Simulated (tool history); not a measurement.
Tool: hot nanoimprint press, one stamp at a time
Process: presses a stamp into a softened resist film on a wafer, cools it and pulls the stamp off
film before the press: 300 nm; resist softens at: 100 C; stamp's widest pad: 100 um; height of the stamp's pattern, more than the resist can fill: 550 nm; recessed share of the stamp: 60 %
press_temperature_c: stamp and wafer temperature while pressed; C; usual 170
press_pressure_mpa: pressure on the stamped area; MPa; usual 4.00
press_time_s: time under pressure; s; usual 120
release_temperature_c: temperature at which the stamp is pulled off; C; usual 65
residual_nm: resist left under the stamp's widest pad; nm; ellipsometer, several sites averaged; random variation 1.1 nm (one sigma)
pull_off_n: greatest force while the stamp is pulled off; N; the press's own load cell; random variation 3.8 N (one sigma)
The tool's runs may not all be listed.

run 1 hour=0.0 | press_temperature_c=170 press_pressure_mpa=4.00 press_time_s=120 release_temperature_c=65 | residual_nm=178.4 pull_off_n=201
run 2 hour=15.9 | press_temperature_c=170 press_pressure_mpa=4.00 press_time_s=120 release_temperature_c=65 | residual_nm=179.0 pull_off_n=205
run 3 hour=37.0 | press_temperature_c=170 press_pressure_mpa=4.00 press_time_s=120 release_temperature_c=65 | residual_nm=179.4 pull_off_n=205
run 4 hour=57.9 | press_temperature_c=170 press_pressure_mpa=4.00 press_time_s=120 release_temperature_c=65 | residual_nm=179.6 pull_off_n=206
run 5 hour=76.4 | press_temperature_c=170 press_pressure_mpa=4.00 press_time_s=120 release_temperature_c=63 | residual_nm=180.8 pull_off_n=209
run 6 hour=94.9 | press_temperature_c=170 press_pressure_mpa=4.00 press_time_s=120 release_temperature_c=63 | residual_nm=181.6 pull_off_n=220
run 7 hour=115.2 | press_temperature_c=170 press_pressure_mpa=4.00 press_time_s=120 release_temperature_c=65 | residual_nm=181.3 pull_off_n=219
run 8 hour=128.3 | press_temperature_c=170 press_pressure_mpa=4.00 press_time_s=67 release_temperature_c=65 | residual_nm=209.5 pull_off_n=217
run 9 hour=137.7 | press_temperature_c=170 press_pressure_mpa=5.34 press_time_s=122 release_temperature_c=55 | residual_nm=155.4 pull_off_n=236
run 10 hour=147.5 | press_temperature_c=170 press_pressure_mpa=5.34 press_time_s=122 release_temperature_c=55 | residual_nm=155.8 pull_off_n=246
run 11 hour=167.8 | press_temperature_c=174 press_pressure_mpa=3.11 press_time_s=81 release_temperature_c=65 | residual_nm=198.7 pull_off_n=227
run 12 hour=182.5 | press_temperature_c=174 press_pressure_mpa=3.11 press_time_s=81 release_temperature_c=65 | residual_nm=198.6 pull_off_n=217
run 13 hour=202.3 | press_temperature_c=174 press_pressure_mpa=3.07 press_time_s=80 release_temperature_c=65 | residual_nm=201.3 pull_off_n=232
run 14 hour=211.7 | press_temperature_c=174 press_pressure_mpa=3.07 press_time_s=118 release_temperature_c=53 | residual_nm=182.5 pull_off_n=268

The same runs without the tool's hidden state, with the same run-to-run variation:
The hidden state here: true temperature over the reading, C; pressure that arrives at the usual setting, %; grip of the stamp's worn release coat, % over a new coat's; drift of the gauge itself on residual_nm, %; drift of the gauge itself on pull_off_n, %.
run=1 residual_nm=176.7 pull_off_n=178
run=2 residual_nm=177.0 pull_off_n=180
run=3 residual_nm=177.2 pull_off_n=180
run=4 residual_nm=177.1 pull_off_n=179
run=5 residual_nm=178.1 pull_off_n=180
run=6 residual_nm=178.6 pull_off_n=188
run=7 residual_nm=178.0 pull_off_n=186
run=8 residual_nm=206.2 pull_off_n=183
run=9 residual_nm=151.9 pull_off_n=198
run=10 residual_nm=152.2 pull_off_n=206
run=11 residual_nm=195.1 pull_off_n=188
run=12 residual_nm=194.8 pull_off_n=179
run=13 residual_nm=197.3 pull_off_n=191
run=14 residual_nm=178.4 pull_off_n=219

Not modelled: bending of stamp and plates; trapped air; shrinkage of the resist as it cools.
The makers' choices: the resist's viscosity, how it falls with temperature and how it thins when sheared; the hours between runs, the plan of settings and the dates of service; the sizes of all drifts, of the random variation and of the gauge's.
